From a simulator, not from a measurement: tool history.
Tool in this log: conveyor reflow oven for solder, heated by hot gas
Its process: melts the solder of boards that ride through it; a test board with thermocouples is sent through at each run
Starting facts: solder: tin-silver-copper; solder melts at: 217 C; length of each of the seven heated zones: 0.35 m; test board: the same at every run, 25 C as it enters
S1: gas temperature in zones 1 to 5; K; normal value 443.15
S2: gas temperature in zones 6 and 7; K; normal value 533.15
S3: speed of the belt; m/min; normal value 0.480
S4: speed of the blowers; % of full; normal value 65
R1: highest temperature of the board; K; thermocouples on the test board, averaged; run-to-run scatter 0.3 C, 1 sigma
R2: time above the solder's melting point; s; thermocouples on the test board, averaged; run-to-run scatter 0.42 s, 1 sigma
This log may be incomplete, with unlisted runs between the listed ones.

{"run": 1, "hour": 0.0, "S1": 443.15, "S2": 533.15, "S3": 0.48, "S4": 65, "R1": 516.25, "R2": 55.8}
{"run": 2, "hour": 19.6, "S1": 443.15, "S2": 535.15, "S3": 0.48, "S4": 65, "R1": 517.85, "R2": 56.9}
{"run": 3, "hour": 30.0, "S1": 443.15, "S2": 535.15, "S3": 0.48, "S4": 65, "R1": 518.05, "R2": 57.5}
{"run": 4, "hour": 45.7, "S1": 431.15, "S2": 533.15, "S3": 0.48, "S4": 65, "R1": 513.55, "R2": 47.9}
{"hour": 60.8, "done": "flux residue cleaned out of gas plates and filters"}
{"run": 5, "hour": 60.8, "S1": 431.15, "S2": 533.15, "S3": 0.48, "S4": 58, "R1": 517.25, "R2": 53.1}
{"run": 6, "hour": 78.1, "S1": 431.15, "S2": 533.15, "S3": 0.48, "S4": 58, "R1": 516.85, "R2": 53.6}
{"run": 7, "hour": 98.8, "S1": 431.15, "S2": 533.15, "S3": 0.48, "S4": 58, "R1": 517.35, "R2": 53.4}
{"run": 8, "hour": 120.6, "S1": 443.15, "S2": 533.15, "S3": 0.391, "S4": 65, "R1": 524.75, "R2": 83.4}
{"run": 9, "hour": 142.1, "S1": 443.15, "S2": 533.15, "S3": 0.391, "S4": 65, "R1": 524.55, "R2": 82.6}
{"run": 10, "hour": 152.4, "S1": 443.15, "S2": 533.15, "S3": 0.391, "S4": 65, "R1": 524.15, "R2": 82.5}
{"run": 11, "hour": 171.1, "S1": 443.15, "S2": 533.15, "S3": 0.391, "S4": 65, "R1": 524.95, "R2": 82.3}
{"hour": 176.0, "done": "thermocouples of zones 6 and 7 changed"}
{"run": 12, "hour": 187.1, "S1": 443.15, "S2": 547.15, "S3": 0.391, "S4": 65, "R1": 538.55, "R2": 92.6}
{"run": 13, "hour": 210.6, "S1": 444.15, "S2": 527.15, "S3": 0.446, "S4": 65, "R1": 516.85, "R2": 64.4}
{"run": 14, "hour": 222.5, "S1": 444.15, "S2": 527.15, "S3": 0.446, "S4": 65, "R1": 516.65, "R2": 64.8}
{"run": 15, "hour": 239.5, "S1": 430.15, "S2": 538.15, "S3": 0.48, "S4": 65, "R1": 523.05, "R2": 59.3}
{"run": 16, "hour": 262.9, "S1": 430.15, "S2": 538.15, "S3": 0.48, "S4": 65, "R1": 522.95, "R2": 58.7}
{"run": 17, "hour": 274.2, "S1": 430.15, "S2": 538.15, "S3": 0.48, "S4": 65, "R1": 522.45, "R2": 59.5}
{"run": 18, "hour": 298.5, "S1": 449.15, "S2": 538.15, "S3": 0.48, "S4": 90, "R1": 528.05, "R2": 71.1}
{"run": 19, "hour": 314.0, "S1": 443.15, "S2": 524.15, "S3": 0.553, "S4": 65, "R1": 507.65, "R2": 38.0}
{"run": 20, "hour": 337.0, "S1": 443.15, "S2": 524.15, "S3": 0.553, "S4": 65, "R1": 508.15, "R2": 38.7}
{"run": 21, "hour": 349.3, "S1": 443.15, "S2": 524.15, "S3": 0.553, "S4": 65, "R1": 507.45, "R2": 37.3}
{"run": 22, "hour": 372.1, "S1": 443.15, "S2": 542.15, "S3": 0.533, "S4": 76, "R1": 525.95, "R2": 58.2}

Consider 5 possible next runs. They are alternatives, not a sequence: every one starts from the tool as it was left by run 22. What does each give?
{"run": "A", "hour": 393.1, "S1": 442.15, "S2": 540.15, "S3": 0.48, "S4": 81, "R1": "?", "R2": "?"}
{"run": "B", "hour": 393.1, "S1": 437.15, "S2": 542.15, "S3": 0.549, "S4": 76, "R1": "?", "R2": "?"}
{"run": "C", "hour": 393.1, "S1": 432.15, "S2": 526.15, "S3": 0.488, "S4": 65, "R1": "?", "R2": "?"}
{"run": "D", "hour": 393.1, "S1": 443.15, "S2": 530.15, "S3": 0.48, "S4": 65, "R1": "?", "R2": "?"}
{"run": "E", "hour": 393.1, "S1": 443.15, "S2": 541.15, "S3": 0.533, "S4": 76, "R1": "?", "R2": "?"}

run=A R1=527.75 R2=67.5
run=B R1=523.35 R2=53.2
run=C R1=510.85 R2=45.8
run=D R1=516.65 R2=56.9
run=E R1=524.85 R2=58.2
Had the tool no hidden state, the same runs would have come out as:
run=A R1=528.95 R2=68.0
run=B R1=525.05 R2=54.2
run=C R1=512.15 R2=47.4
run=D R1=517.65 R2=57.9
run=E R1=526.35 R2=59.0
